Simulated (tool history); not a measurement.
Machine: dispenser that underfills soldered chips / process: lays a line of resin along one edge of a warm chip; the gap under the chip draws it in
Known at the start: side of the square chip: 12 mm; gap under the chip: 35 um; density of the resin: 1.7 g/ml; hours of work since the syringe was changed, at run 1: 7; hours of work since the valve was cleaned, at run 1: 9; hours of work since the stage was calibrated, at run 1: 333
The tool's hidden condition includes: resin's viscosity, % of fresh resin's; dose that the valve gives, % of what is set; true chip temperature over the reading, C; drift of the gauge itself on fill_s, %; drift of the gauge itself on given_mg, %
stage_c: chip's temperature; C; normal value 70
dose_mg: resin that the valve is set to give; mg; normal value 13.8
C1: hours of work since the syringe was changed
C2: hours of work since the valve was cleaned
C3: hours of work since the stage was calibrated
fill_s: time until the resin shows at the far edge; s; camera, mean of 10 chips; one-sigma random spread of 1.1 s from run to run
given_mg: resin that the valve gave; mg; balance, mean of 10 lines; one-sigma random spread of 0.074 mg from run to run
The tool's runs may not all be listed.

run 1 day=0.000 | stage_c=70 dose_mg=13.8 | C1=7 C2=9 C3=333 | fill_s=189.1 given_mg=13.68
-- day=0.250 new syringe of resin
run 2 day=0.275 | stage_c=66 dose_mg=13.8 | C1=0 C2=14 C3=337 | fill_s=135.7 given_mg=13.54
run 3 day=0.504 | stage_c=66 dose_mg=13.8 | C1=5 C2=18 C3=342 | fill_s=185.3 given_mg=13.69
-- day=0.833 new syringe of resin
run 4 day=0.983 | stage_c=66 dose_mg=13.8 | C1=3 C2=26 C3=350 | fill_s=164.2 given_mg=13.50
run 5 day=1.329 | stage_c=70 dose_mg=13.8 | C1=9 C2=33 C3=356 | fill_s=234.5 given_mg=13.26
-- day=1.421 new syringe of resin
run 6 day=1.775 | stage_c=70 dose_mg=13.8 | C1=6 C2=41 C3=364 | fill_s=192.0 given_mg=13.37
-- day=2.033 new syringe of resin
run 7 day=2.054 | stage_c=70 dose_mg=13.8 | C1=0 C2=45 C3=369 | fill_s=118.0 given_mg=13.34
run 8 day=2.304 | stage_c=70 dose_mg=13.8 | C1=5 C2=50 C3=373 | fill_s=168.3 given_mg=13.08
-- day=2.629 new syringe of resin
run 9 day=2.721 | stage_c=69 dose_mg=13.8 | C1=2 C2=57 C3=381 | fill_s=134.1 given_mg=12.99
run 10 day=3.179 | stage_c=69 dose_mg=13.8 | C1=10 C2=65 C3=389 | fill_s=261.8 given_mg=13.05
-- day=3.229 new syringe of resin
run 11 day=3.612 | stage_c=74 dose_mg=13.8 | C1=7 C2=73 C3=397 | fill_s=176.0 given_mg=13.05
-- day=3.821 new syringe of resin
run 12 day=3.883 | stage_c=74 dose_mg=13.8 | C1=1 C2=78 C3=401 | fill_s=113.5 given_mg=12.87
run 13 day=4.354 | stage_c=74 dose_mg=13.8 | C1=10 C2=86 C3=410 | fill_s=223.6 given_mg=12.80
-- day=4.404 new syringe of resin
-- day=4.862 dispensing valve cleaned and set on the balance
run 14 day=4.871 | stage_c=74 dose_mg=13.8 | C1=8 C2=0 C3=418 | fill_s=185.8 given_mg=13.76
-- day=5.075 new syringe of resin
run 15 day=5.179 | stage_c=74 dose_mg=13.8 | C1=2 C2=5 C3=423 | fill_s=118.5 given_mg=13.81
run 16 day=5.442 | stage_c=74 dose_mg=13.8 | C1=7 C2=10 C3=428 | fill_s=171.4 given_mg=13.65
-- day=5.675 new syringe of resin
run 17 day=5.888 | stage_c=74 dose_mg=13.8 | C1=4 C2=18 C3=436 | fill_s=136.3 given_mg=13.65
-- day=6.288 new syringe of resin
run 18 day=6.350 | stage_c=74 dose_mg=13.8 | C1=1 C2=26 C3=444 | fill_s=113.7 given_mg=13.54
run 19 day=6.650 | stage_c=57 dose_mg=12.0 | C1=7 C2=32 C3=450 | fill_s=322.2 given_mg=11.67
-- day=6.888 new syringe of resin
run 20 day=6.942 | stage_c=70 dose_mg=13.8 | C1=1 C2=37 C3=455 | fill_s=128.9 given_mg=13.33
run 21 day=7.321 | stage_c=84 dose_mg=11.9 | C1=8 C2=44 C3=461 | fill_s=146.2 given_mg=11.54
-- day=7.483 new syringe of resin
run 22 day=7.575 | stage_c=84 dose_mg=11.9 | C1=2 C2=48 C3=466 | fill_s=88.8 given_mg=11.31
run 23 day=7.833 | stage_c=83 dose_mg=14.1 | C1=6 C2=53 C3=470 | fill_s=126.2 given_mg=13.46
-- day=8.075 new syringe of resin
run 24 day=8.142 | stage_c=84 dose_mg=16.8 | C1=1 C2=58 C3=476 | fill_s=80.8 given_mg=15.93
run 25 day=8.517 | stage_c=80 dose_mg=12.9 | C1=8 C2=65 C3=483 | fill_s=157.5 given_mg=12.30
-- day=8.675 new syringe of resin
run 26 day=8.783 | stage_c=80 dose_mg=12.9 | C1=2 C2=69 C3=487 | fill_s=99.1 given_mg=12.15
-- day=9.271 new syringe of resin
run 27 day=9.271 | stage_c=74 dose_mg=13.1 | C1=0 C2=78 C3=496 | fill_s=108.5 given_mg=12.27
run 28 day=9.579 | stage_c=78 dose_mg=13.1 | C1=6 C2=83 C3=501 | fill_s=145.4 given_mg=12.07
-- day=9.862 new syringe of resin
run 29 day=9.992 | stage_c=78 dose_mg=13.1 | C1=2 C2=91 C3=509 | fill_s=109.6 given_mg=11.95
-- day=10.250 dispensing valve cleaned and set on the balance
run 30 day=10.312 | stage_c=78 dose_mg=13.1 | C1=7 C2=1 C3=514 | fill_s=160.9 given_mg=13.00
-- day=10.508 new syringe of resin
run 31 day=10.562 | stage_c=75 dose_mg=14.3 | C1=1 C2=5 C3=518 | fill_s=105.6 given_mg=14.19
run 32 day=11.075 | stage_c=75 dose_mg=14.3 | C1=10 C2=15 C3=527 | fill_s=217.8 given_mg=14.23
-- day=11.125 new syringe of resin
run 33 day=11.442 | stage_c=81 dose_mg=13.0 | C1=6 C2=21 C3=534 | fill_s=131.0 given_mg=12.77
-- day=11.725 new syringe of resin
run 34 day=11.779 | stage_c=58 dose_mg=12.2 | C1=1 C2=27 C3=539 | fill_s=202.5 given_mg=12.01

Pick out some run-to-run changes in fill_s. Of each, how much would a tool without hidden state show as well, from the settings, what came in and chance, and how much is left for the hidden state and any gauge scatter not in both results compared?
Run 9 -> 10: no setting touched and nothing written in the log between the runs. fill_s +127.7 s: hidden state +126.8, all else +0.9.
Run 18 -> 19: stage_c 74 -> 57, dose_mg 13.8 -> 12.0. fill_s +208.5 s: hidden state +128.0, all else +80.5.
Run 19 -> 20: stage_c 57 -> 70, dose_mg 12.0 -> 13.8, new syringe of resin. fill_s -193.3 s: hidden state -125.9, all else -67.4.

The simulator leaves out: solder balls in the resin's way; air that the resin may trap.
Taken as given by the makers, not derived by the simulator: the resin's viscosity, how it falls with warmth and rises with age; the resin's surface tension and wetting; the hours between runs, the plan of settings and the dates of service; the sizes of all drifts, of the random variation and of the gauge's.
